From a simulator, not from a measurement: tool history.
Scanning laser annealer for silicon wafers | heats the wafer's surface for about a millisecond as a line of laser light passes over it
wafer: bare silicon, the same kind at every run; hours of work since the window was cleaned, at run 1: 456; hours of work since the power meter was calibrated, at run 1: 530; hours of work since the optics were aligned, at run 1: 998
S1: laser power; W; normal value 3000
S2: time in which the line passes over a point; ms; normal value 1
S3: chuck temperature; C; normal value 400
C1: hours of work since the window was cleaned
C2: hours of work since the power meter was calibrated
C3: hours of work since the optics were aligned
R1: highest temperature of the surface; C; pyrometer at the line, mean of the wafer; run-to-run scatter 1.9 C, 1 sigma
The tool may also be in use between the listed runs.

| run | hour | S1 | S2 | S3 | C1 | C2 | C3 | R1 |
|---|---|---|---|---|---|---|---|---|
| 1 | 0 | 3000 | 1 | 400 | 456 | 530 | 998 | 1098 |
| 2 | 19.3 | 3000 | 1 | 376 | 464 | 538 | 1006 | 1072 |
| 3 | 38.2 | 3000 | 0.89 | 400 | 472 | 546 | 1014 | 1055 |
| 4 | 59.6 | 3224 | 1 | 400 | 481 | 555 | 1023 | 1151 |
| 5 | 96.9 | 3224 | 1 | 400 | 497 | 570 | 1038 | 1147 |
| 6 | 121 | 3000 | 1.05 | 400 | 507 | 580 | 1048 | 1114 |
| 7 | 139.7 | 3000 | 1.05 | 400 | 514 | 588 | 1056 | 1114 |
| 8 | 175.1 | 3000 | 1.05 | 400 | 529 | 603 | 1071 | 1113 |
| 9 | 213.4 | 3093 | 1 | 400 | 545 | 619 | 1086 | 1115 |
| 10 | 249.1 | 3093 | 1 | 400 | 560 | 634 | 1101 | 1112 |
| 11 | 267.5 | 3093 | 1 | 400 | 567 | 641 | 1109 | 1112 |
| 12 | 308.9 | 3093 | 1 | 400 | 585 | 658 | 1126 | 1113 |
| 13 | 337.7 | 3093 | 1 | 400 | 597 | 670 | 1138 | 1113 |
| 14 | 366.5 | 3093 | 1 | 400 | 609 | 682 | 1150 | 1112 |
| 15 | 390.1 | 3093 | 1 | 400 | 618 | 692 | 1160 | 1113 |
| 16 | 426.1 | 2806 | 1 | 400 | 633 | 707 | 1175 | 1047 |
| 17 | 466 | 2806 | 1 | 400 | 650 | 724 | 1191 | 1044 |
| 18 | 489.6 | 3000 | 0.93 | 382 | 660 | 733 | 1201 | 1046 |
| 19 | 519.1 | 3000 | 0.93 | 382 | 672 | 746 | 1213 | 1044 |
| 20 | 545.3 | 2824 | 1.12 | 400 | 683 | 757 | 1224 | 1094 |
| 21 | 570.3 | 2824 | 1.12 | 400 | 693 | 767 | 1235 | 1090 |
| 22 | 610.3 | 2824 | 1.12 | 400 | 710 | 784 | 1251 | 1090 |
| 23 | 635.5 | 3000 | 0.83 | 393 | 720 | 794 | 1262 | 1008 |
| 24 | 672.8 | 2807 | 0.78 | 393 | 736 | 810 | 1277 | 950 |
| 25 | 704.3 | 3135 | 1 | 365 | 749 | 823 | 1290 | 1077 |
| 26 | 737.4 | 2610 | 1.25 | 366 | 763 | 836 | 1304 | 1041 |
|  | 747.6 | window over the wafer cleaned |
| 27 | 764.2 | 2610 | 1.25 | 366 | 7 | 847 | 1314 | 1068 |
| 28 | 802 | 2610 | 0.89 | 366 | 23 | 862 | 1330 | 946 |
| 29 | 823 | 3069 | 1 | 432 | 31 | 871 | 1339 | 1159 |

Subtracting, for every run, the result it would have given without the tool's unlogged condition from the measured result gives the following. The same run-to-run variation enters both numbers; the gauge's scatter may not:
The hidden state here: light that passes the window, % of a clean one's; laser's true power over the reading, %; width of the line over the set one, %; drift of the gauge itself on peak_c, C.
| run | R1 |
|---|---|
| 1 | -26 |
| 2 | -26 |
| 3 | -24 |
| 4 | -28 |
| 5 | -29 |
| 6 | -28 |
| 7 | -29 |
| 8 | -29 |
| 9 | -31 |
| 10 | -31 |
| 11 | -31 |
| 12 | -32 |
| 13 | -33 |
| 14 | -33 |
| 15 | -33 |
| 16 | -31 |
| 17 | -32 |
| 18 | -33 |
| 19 | -33 |
| 20 | -36 |
| 21 | -35 |
| 22 | -36 |
| 23 | -33 |
| 24 | -31 |
| 25 | -40 |
| 26 | -38 |
| 27 | -10 |
| 28 | -9 |
| 29 | -12 |
